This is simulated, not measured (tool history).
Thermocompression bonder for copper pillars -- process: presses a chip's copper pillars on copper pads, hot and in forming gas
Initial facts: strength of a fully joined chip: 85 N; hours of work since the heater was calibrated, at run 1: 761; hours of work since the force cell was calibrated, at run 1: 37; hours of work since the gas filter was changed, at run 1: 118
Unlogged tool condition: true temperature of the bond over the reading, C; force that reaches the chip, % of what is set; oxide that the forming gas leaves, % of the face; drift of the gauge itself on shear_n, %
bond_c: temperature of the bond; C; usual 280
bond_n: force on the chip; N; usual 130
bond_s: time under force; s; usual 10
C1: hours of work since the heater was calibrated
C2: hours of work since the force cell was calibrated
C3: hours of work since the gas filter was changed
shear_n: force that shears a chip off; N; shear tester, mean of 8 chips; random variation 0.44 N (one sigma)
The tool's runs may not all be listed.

Run 1, day 0.000: usual settings; C1 761; C2 37; C3 118. Result: shear_n 55.2 N.
Run 2, day 0.533: usual settings; C1 768; C2 44; C3 125. Result: shear_n 55.2 N.
Run 3, day 0.929: usual settings but bond_c 290 C; C1 773; C2 49; C3 130. Result: shear_n 61.1 N.
Run 4, day 1.292: usual settings but bond_c 290 C; C1 777; C2 54; C3 134. Result: shear_n 60.7 N.
Run 5, day 1.762: usual settings; C1 783; C2 60; C3 140. Result: shear_n 54.3 N.
Run 6, day 2.233: usual settings but bond_n 182 N; C1 789; C2 66; C3 146. Result: shear_n 63.2 N.
Run 7, day 2.658: usual settings but bond_n 140 N; C1 795; C2 71; C3 152. Result: shear_n 56.6 N.
Run 8, day 3.146: usual settings; C1 801; C2 77; C3 158. Result: shear_n 54.7 N.
Run 9, day 3.671: usual settings; C1 808; C2 84; C3 164. Result: shear_n 54.5 N.
Run 10, day 3.912: usual settings but bond_s 12 s; C1 811; C2 87; C3 168. Result: shear_n 56.3 N.
Run 11, day 4.300: usual settings but bond_s 12 s; C1 816; C2 92; C3 172. Result: shear_n 56.7 N.
Run 12, day 4.758: usual settings but bond_n 87 N, bond_s 12 s; C1 822; C2 98; C3 178. Result: shear_n 46.5 N.
Run 13, day 5.292: usual settings; C1 828; C2 104; C3 185. Result: shear_n 54.0 N.
Run 14, day 5.571: usual settings; C1 832; C2 108; C3 189. Result: shear_n 54.6 N.
Run 15, day 6.079: usual settings but bond_c 255 C, bond_n 119 N, bond_s 7 s; C1 838; C2 114; C3 195. Result: shear_n 32.0 N.
Run 16, day 6.446: usual settings but bond_c 291 C, bond_n 82 N, bond_s 7 s; C1 843; C2 119; C3 200. Result: shear_n 44.1 N.
Run 17, day 6.800: usual settings but bond_c 291 C, bond_n 164 N, bond_s 6 s; C1 848; C2 124; C3 204. Result: shear_n 60.0 N.
Run 18, day 7.154: usual settings but bond_c 258 C, bond_n 110 N, bond_s 30 s; C1 852; C2 128; C3 209. Result: shear_n 52.7 N.
Run 19, day 7.388: usual settings but bond_c 299 C, bond_n 110 N, bond_s 30 s; C1 855; C2 131; C3 212. Result: shear_n 75.6 N.
Run 20, day 7.846: usual settings but bond_s 8 s; C1 861; C2 137; C3 218. Result: shear_n 50.6 N.
Run 21, day 8.188: usual settings but bond_c 290 C, bond_s 22 s; C1 865; C2 141; C3 222. Result: shear_n 72.0 N.
Run 22, day 8.412: usual settings but bond_n 81 N, bond_s 17 s; C1 868; C2 144; C3 225. Result: shear_n 50.5 N.
Run 23, day 8.929: usual settings but bond_c 279 C, bond_n 187 N, bond_s 22 s; C1 875; C2 151; C3 231. Result: shear_n 73.6 N.
Run 24, day 9.279: usual settings but bond_c 279 C, bond_n 187 N, bond_s 22 s; C1 879; C2 155; C3 236. Result: shear_n 74.0 N.
Run 25, day 9.608: usual settings but bond_n 96 N, bond_s 20 s; C1 883; C2 159; C3 240. Result: shear_n 56.6 N.
Run 26, day 9.921: usual settings but bond_n 96 N, bond_s 20 s; C1 887; C2 163; C3 244. Result: shear_n 57.5 N.

What if the next run were any one of these 3? Each begins from the tool's condition after run 26:
Run A, day 10.417: usual settings but bond_n 169 N, bond_s 24 s; C1 894; C2 170; C3 250. Result: shear_n ?.
Run B, day 10.417: usual settings but bond_n 112 N, bond_s 8 s; C1 894; C2 170; C3 250. Result: shear_n ?.
Run C, day 10.417: usual settings but bond_n 114 N; C1 894; C2 170; C3 250. Result: shear_n ?.

run  shear_n
  A     73.3
  B     47.5
  C     51.2
Stripped of hidden state, with their random variation kept, the same runs would have yielded:
run  shear_n
  A     73.2
  B     47.4
  C     51.0
